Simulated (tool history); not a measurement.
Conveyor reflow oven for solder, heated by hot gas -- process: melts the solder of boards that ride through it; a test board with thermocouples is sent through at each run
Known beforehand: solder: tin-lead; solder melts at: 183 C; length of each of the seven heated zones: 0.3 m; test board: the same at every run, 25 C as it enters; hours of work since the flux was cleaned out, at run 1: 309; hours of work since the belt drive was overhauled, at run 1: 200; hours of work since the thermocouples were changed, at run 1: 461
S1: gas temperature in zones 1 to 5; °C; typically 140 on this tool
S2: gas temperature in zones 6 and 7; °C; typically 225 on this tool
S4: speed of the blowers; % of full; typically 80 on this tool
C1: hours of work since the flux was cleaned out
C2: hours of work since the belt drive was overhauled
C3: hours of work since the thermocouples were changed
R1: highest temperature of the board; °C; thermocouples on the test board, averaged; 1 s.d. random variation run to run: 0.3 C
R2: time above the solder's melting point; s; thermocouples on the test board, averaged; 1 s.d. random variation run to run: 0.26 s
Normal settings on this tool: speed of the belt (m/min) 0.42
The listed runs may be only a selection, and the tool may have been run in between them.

Run 1, hour 0: usual settings; C1 309; C2 200; C3 461. Result: R1 210.7 °C, R2 59.2 s.
Run 2, hour 15.9: usual settings but speed of the belt (m/min) 0.429; C1 316; C2 207; C3 469. Result: R1 209.9 °C, R2 56.6 s.
Run 3, hour 34.4: usual settings but speed of the belt (m/min) 0.429; C1 324; C2 216; C3 477. Result: R1 209.7 °C, R2 57.8 s.
Run 4, hour 47.1: usual settings but speed of the belt (m/min) 0.429; C1 330; C2 221; C3 483. Result: R1 209.6 °C, R2 57.3 s.
Run 5, hour 58.4: usual settings but S4 55 % of full; C1 335; C2 227; C3 488. Result: R1 204.7 °C, R2 50 s.
Run 6, hour 77.4: usual settings but S4 55 % of full; C1 344; C2 235; C3 496. Result: R1 204.1 °C, R2 49.8 s.
Run 7, hour 86.2: usual settings but S2 234 °C, S4 55 % of full; C1 348; C2 239; C3 500. Result: R1 211.5 °C, R2 59.2 s.
Run 8, hour 102.1: usual settings but S4 87 % of full; C1 355; C2 246; C3 508. Result: R1 212.1 °C, R2 60.8 s.
At hour 107.1: belt drive overhauled, speed set with a stopwatch.
Run 9, hour 124.5: usual settings but S2 235 °C, S4 87 % of full; C1 363; C2 8; C3 516. Result: R1 220.2 °C, R2 68.1 s.
Run 10, hour 144.4: usual settings but S1 141 °C; C1 372; C2 17; C3 525. Result: R1 210.6 °C, R2 60.1 s.
Run 11, hour 160.1: usual settings but S1 141 °C; C1 379; C2 24; C3 532. Result: R1 210 °C, R2 59.8 s.
Run 12, hour 176.5: usual settings; C1 387; C2 31; C3 539. Result: R1 210.2 °C, R2 59.1 s.
At hour 192.8: belt drive overhauled, speed set with a stopwatch, once more.
Run 13, hour 196.3: usual settings; C1 394; C2 2; C3 547. Result: R1 210 °C, R2 59 s.
Run 14, hour 211.1: usual settings; C1 401; C2 8; C3 553. Result: R1 209.1 °C, R2 59.4 s.
Run 15, hour 225: usual settings; C1 407; C2 15; C3 560. Result: R1 209.3 °C, R2 58.1 s.
Run 16, hour 234.9: usual settings; C1 411; C2 19; C3 564. Result: R1 210 °C, R2 58.5 s.
Run 17, hour 247.7: usual settings; C1 417; C2 25; C3 570. Result: R1 210.3 °C, R2 58.2 s.
Run 18, hour 259.6: usual settings; C1 423; C2 30; C3 575. Result: R1 209.5 °C, R2 58.7 s.
Run 19, hour 271.8: usual settings but S1 149 °C, S2 213 °C, speed of the belt (m/min) 0.46; C1 428; C2 36; C3 581. Result: R1 198.9 °C, R2 43.3 s.
Run 20, hour 289.2: usual settings but S1 149 °C, S2 213 °C, speed of the belt (m/min) 0.46; C1 436; C2 44; C3 589. Result: R1 198.5 °C, R2 44 s.
Run 21, hour 298.5: usual settings but S2 226 °C, S4 67 % of full; C1 440; C2 48; C3 593. Result: R1 207.8 °C, R2 55.3 s.
Run 22, hour 312.7: usual settings but speed of the belt (m/min) 0.469, S4 51 % of full; C1 447; C2 54; C3 599. Result: R1 199 °C, R2 34.5 s.
Run 23, hour 325.2: usual settings but speed of the belt (m/min) 0.469, S4 51 % of full; C1 452; C2 60; C3 605. Result: R1 198.3 °C, R2 34.6 s.
Run 24, hour 337.6: usual settings but S2 214 °C, speed of the belt (m/min) 0.417, S4 70 % of full; C1 458; C2 65; C3 610. Result: R1 198.1 °C, R2 43.3 s.
Run 25, hour 351.4: usual settings but S2 214 °C, speed of the belt (m/min) 0.476, S4 86 % of full; C1 464; C2 72; C3 617. Result: R1 198.4 °C, R2 36.7 s.
Run 26, hour 370.2: usual settings but S2 222 °C, speed of the belt (m/min) 0.354, S4 81 % of full; C1 473; C2 80; C3 625. Result: R1 211.3 °C, R2 73.7 s.
At hour 376.3: flux residue cleaned out of gas plates and filters.
Run 27, hour 391.3: usual settings but S1 152 °C, S2 229 °C, speed of the belt (m/min) 0.408, S4 72 % of full; C1 7; C2 88; C3 632. Result: R1 215.6 °C, R2 71.3 s.
Run 28, hour 408.4: usual settings but S1 134 °C, S2 229 °C, speed of the belt (m/min) 0.408, S4 72 % of full; C1 14; C2 95; C3 640. Result: R1 212.5 °C, R2 60.8 s.

Forecast each of these 3 alternatives for the next run:
Run A, hour 427.1: usual settings but S1 127 °C, speed of the belt (m/min) 0.341, S4 50 % of full; C1 23; C2 104; C3 649. Result: R1 ?, R2 ?.
Run B, hour 427.1: usual settings but S1 134 °C, S2 216 °C, speed of the belt (m/min) 0.439, S4 52 % of full; C1 23; C2 104; C3 649. Result: R1 ?, R2 ?.
Run C, hour 427.1: usual settings but S1 152 °C, S4 65 % of full; C1 23; C2 104; C3 649. Result: R1 ?, R2 ?.

run     R1    R2
  A  206.9  62.8
  B  193.2  27.9
  C  210.1  63.3
With no hidden state in the tool, these same runs would have given:
run     R1    R2
  A  208.6  65.1
  B  194.7  30.8
  C  211.8  64.9
